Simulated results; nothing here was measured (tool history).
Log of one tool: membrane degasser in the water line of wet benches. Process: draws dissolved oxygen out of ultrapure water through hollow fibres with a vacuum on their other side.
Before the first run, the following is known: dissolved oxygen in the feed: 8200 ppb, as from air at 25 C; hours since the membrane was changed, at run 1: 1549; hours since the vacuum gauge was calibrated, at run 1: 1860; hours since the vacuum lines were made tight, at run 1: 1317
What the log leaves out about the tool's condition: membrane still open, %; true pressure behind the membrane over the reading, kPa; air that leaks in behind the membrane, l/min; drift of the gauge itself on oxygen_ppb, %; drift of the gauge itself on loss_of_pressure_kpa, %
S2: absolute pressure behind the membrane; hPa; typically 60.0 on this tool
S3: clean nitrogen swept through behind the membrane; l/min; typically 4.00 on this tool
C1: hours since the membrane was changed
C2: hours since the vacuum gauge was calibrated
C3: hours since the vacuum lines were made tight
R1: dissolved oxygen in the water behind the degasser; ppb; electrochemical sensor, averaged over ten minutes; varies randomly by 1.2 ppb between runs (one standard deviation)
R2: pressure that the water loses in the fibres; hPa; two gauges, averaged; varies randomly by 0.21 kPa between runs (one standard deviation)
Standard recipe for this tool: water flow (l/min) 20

{"run": 1, "hour": 0.0, "water flow (l/min)": 20, "S2": 60.0, "S3": 4.0, "C1": 1549, "C2": 1860, "C3": 1317, "R1": 111.9, "R2": 488.8}
{"run": 2, "hour": 62.2, "water flow (l/min)": 20, "S2": 60.0, "S3": 4.0, "C1": 1611, "C2": 1922, "C3": 1379, "R1": 114.3, "R2": 485.8}
{"run": 3, "hour": 144.6, "water flow (l/min)": 20, "S2": 60.0, "S3": 4.0, "C1": 1694, "C2": 2005, "C3": 1461, "R1": 114.0, "R2": 487.8}
{"run": 4, "hour": 219.1, "water flow (l/min)": 20, "S2": 60.0, "S3": 4.0, "C1": 1768, "C2": 2079, "C3": 1536, "R1": 112.9, "R2": 487.4}
{"run": 5, "hour": 304.5, "water flow (l/min)": 20, "S2": 60.0, "S3": 4.0, "C1": 1854, "C2": 2165, "C3": 1621, "R1": 114.0, "R2": 487.2}
{"run": 6, "hour": 360.8, "water flow (l/min)": 22, "S2": 60.0, "S3": 4.0, "C1": 1910, "C2": 2221, "C3": 1677, "R1": 149.5, "R2": 536.4}
{"run": 7, "hour": 433.4, "water flow (l/min)": 18, "S2": 60.0, "S3": 9.36, "C1": 1983, "C2": 2293, "C3": 1750, "R1": 64.9, "R2": 436.1}
{"run": 8, "hour": 514.5, "water flow (l/min)": 18, "S2": 60.0, "S3": 9.36, "C1": 2064, "C2": 2375, "C3": 1831, "R1": 64.2, "R2": 435.0}
{"run": 9, "hour": 577.4, "water flow (l/min)": 18, "S2": 60.0, "S3": 9.36, "C1": 2127, "C2": 2437, "C3": 1894, "R1": 66.4, "R2": 434.7}
{"run": 10, "hour": 629.2, "water flow (l/min)": 18, "S2": 123.3, "S3": 4.1, "C1": 2178, "C2": 2489, "C3": 1946, "R1": 149.4, "R2": 433.9}
{"run": 11, "hour": 673.7, "water flow (l/min)": 20, "S2": 83.5, "S3": 4.0, "C1": 2223, "C2": 2534, "C3": 1990, "R1": 142.9, "R2": 483.3}
{"run": 12, "hour": 770.7, "water flow (l/min)": 20, "S2": 83.5, "S3": 4.0, "C1": 2320, "C2": 2631, "C3": 2087, "R1": 139.2, "R2": 488.6}

Forecast each of these 4 alternatives for the next run:
{"run": "A", "hour": 862.5, "water flow (l/min)": 20, "S2": 48.9, "S3": 2.47, "C1": 2412, "C2": 2723, "C3": 2179, "R1": "?", "R2": "?"}
{"run": "B", "hour": 862.5, "water flow (l/min)": 20, "S2": 60.0, "S3": 4.0, "C1": 2412, "C2": 2723, "C3": 2179, "R1": "?", "R2": "?"}
{"run": "C", "hour": 862.5, "water flow (l/min)": 19, "S2": 60.0, "S3": 4.0, "C1": 2412, "C2": 2723, "C3": 2179, "R1": "?", "R2": "?"}
{"run": "D", "hour": 862.5, "water flow (l/min)": 20, "S2": 83.5, "S3": 3.6, "C1": 2412, "C2": 2723, "C3": 2179, "R1": "?", "R2": "?"}

run=A R1=109.6 R2=479.0
run=B R1=115.0 R2=484.1
run=C R1=98.0 R2=458.6
run=D R1=148.3 R2=482.6
Without the tool's unlogged condition, the same runs would have read:
run=A R1=109.6 R2=484.2
run=B R1=114.9 R2=489.3
run=C R1=98.0 R2=463.5
run=D R1=148.2 R2=487.8
